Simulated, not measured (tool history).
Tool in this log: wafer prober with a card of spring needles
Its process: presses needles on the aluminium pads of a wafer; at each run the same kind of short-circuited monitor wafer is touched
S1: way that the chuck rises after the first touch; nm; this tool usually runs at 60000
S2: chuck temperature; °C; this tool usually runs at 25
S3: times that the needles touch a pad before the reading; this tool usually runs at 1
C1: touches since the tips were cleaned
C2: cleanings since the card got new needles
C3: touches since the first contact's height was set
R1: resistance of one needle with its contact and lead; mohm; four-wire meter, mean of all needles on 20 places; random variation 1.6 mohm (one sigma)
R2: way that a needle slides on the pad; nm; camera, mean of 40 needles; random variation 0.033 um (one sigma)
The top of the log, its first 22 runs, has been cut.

run	day	S1	S2	S3	C1	C2	C3	R1	R2
# day 6.375: tips cleaned on abrasive film
23	6.383	60000	104	1	49	27	185557	186	8110
24	6.65	60000	78	2	3210	27	188718	194	8120
25	6.879	43000	55	1	5870	27	191378	255	5750
# day 6.925: tips cleaned on abrasive film
26	7.267	68000	25	1	3977	28	195856	190	9240
# day 7.488: tips cleaned on abrasive film
27	7.558	55000	25	2	821	29	199214	177	7430
28	7.917	43000	48	3	5019	29	203412	204	5710
# day 8.038: tips cleaned on abrasive film
29	8.15	67000	76	1	1327	30	206110	188	9140
30	8.408	67000	76	1	4330	30	209113	197	9090
# day 8.6: tips cleaned on abrasive film
31	8.658	52000	77	2	715	31	212023	190	6990
32	8.938	52000	77	2	3946	31	215254	203	6900
# day 9.142: tips cleaned on abrasive film
33	9.188	52000	43	2	530	32	218161	181	6970

Consider 5 possible next runs. They are alternatives, not a sequence: every one starts from the tool as it was left by run 33. What does each give?
A	9.375	60000	52	1	2737	32	220368	?	?
B	9.375	57000	59	3	2737	32	220368	?	?
C	9.375	45000	45	1	2737	32	220368	?	?
D	9.375	45000	78	1	2737	32	220368	?	?
E	9.375	42000	43	2	2737	32	220368	?	?

run	R1	R2
A	196	8070
B	186	7730
C	223	5960
D	227	5960
E	213	5520
Without the tool's hidden state the same runs would have given:
run	R1	R2
A	168	8450
B	173	8110
C	175	6350
D	181	6340
E	178	5900

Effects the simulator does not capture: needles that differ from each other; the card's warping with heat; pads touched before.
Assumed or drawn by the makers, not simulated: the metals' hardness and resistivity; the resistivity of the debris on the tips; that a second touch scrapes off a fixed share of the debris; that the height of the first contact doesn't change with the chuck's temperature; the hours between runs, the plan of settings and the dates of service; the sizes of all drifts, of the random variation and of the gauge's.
